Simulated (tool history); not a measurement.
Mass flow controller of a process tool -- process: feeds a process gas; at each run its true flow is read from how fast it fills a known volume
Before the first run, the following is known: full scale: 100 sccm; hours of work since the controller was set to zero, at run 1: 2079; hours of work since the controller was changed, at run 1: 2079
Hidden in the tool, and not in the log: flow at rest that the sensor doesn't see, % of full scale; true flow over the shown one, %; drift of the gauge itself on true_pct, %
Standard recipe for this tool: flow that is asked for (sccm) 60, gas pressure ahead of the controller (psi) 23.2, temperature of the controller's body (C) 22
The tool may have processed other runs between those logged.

run,hour,flow that is asked for (sccm),gas pressure ahead of the controller (psi),temperature of the controller's body (C),hours of work since the controller was set to zero,hours of work since the controller was changed,true flow (%)
1,0,60,23.2,22,2079,2079,99.45
2,281.4,60,23.2,22,2187,2187,99.4
3,467.5,19,23.2,22,2259,2259,98.44
4,665,19,23.2,22,2334,2334,98.34
5,845.7,60,23.2,22,2404,2404,99.33
6,1136.5,60,23.2,22,2515,2515,99.22
7,1404.5,60,23.2,22,2618,2618,99.24
8,1610.1,60,23.2,22,2696,2696,99.14
9,1909.2,60,23.2,22,2811,2811,99.12
# hour 1925.9: controller's zero set anew
10,2153.5,60,23.2,22,87,2905,98.96
11,2287.2,14,23.2,24,138,2956,96.62
12,2465.3,30,23.2,29,207,3024,97.66
13,2617.6,30,23.2,29,265,3082,97.64
14,2927,27,23.2,25,384,3201,97.81
15,3110.9,29,28.4,32,454,3271,97.61
# hour 3128.1: controller's zero set anew, once more
16,3327.6,19,36,21,76,3354,99.95
17,3571.3,19,36,21,170,3448,99.96
18,3798.9,19,36,21,257,3535,99.97

Alternative continuations, all from the tool just after run 18; predict every row:
A,4048.5,10,36,21,353,3631,?
B,4048.5,44,23.4,22,353,3631,?
C,4048.5,21,23.2,22,353,3631,?
D,4048.5,38,24.7,39,353,3631,?
E,4048.5,12,22.5,21,353,3631,?

run,true flow (%)
A,99.59
B,99.26
C,99.1
D,98.07
E,99
What these runs would have given with no unlogged condition in the tool:
run,true flow (%)
A,100.18
B,99.58
C,99.51
D,98.4
E,99.53
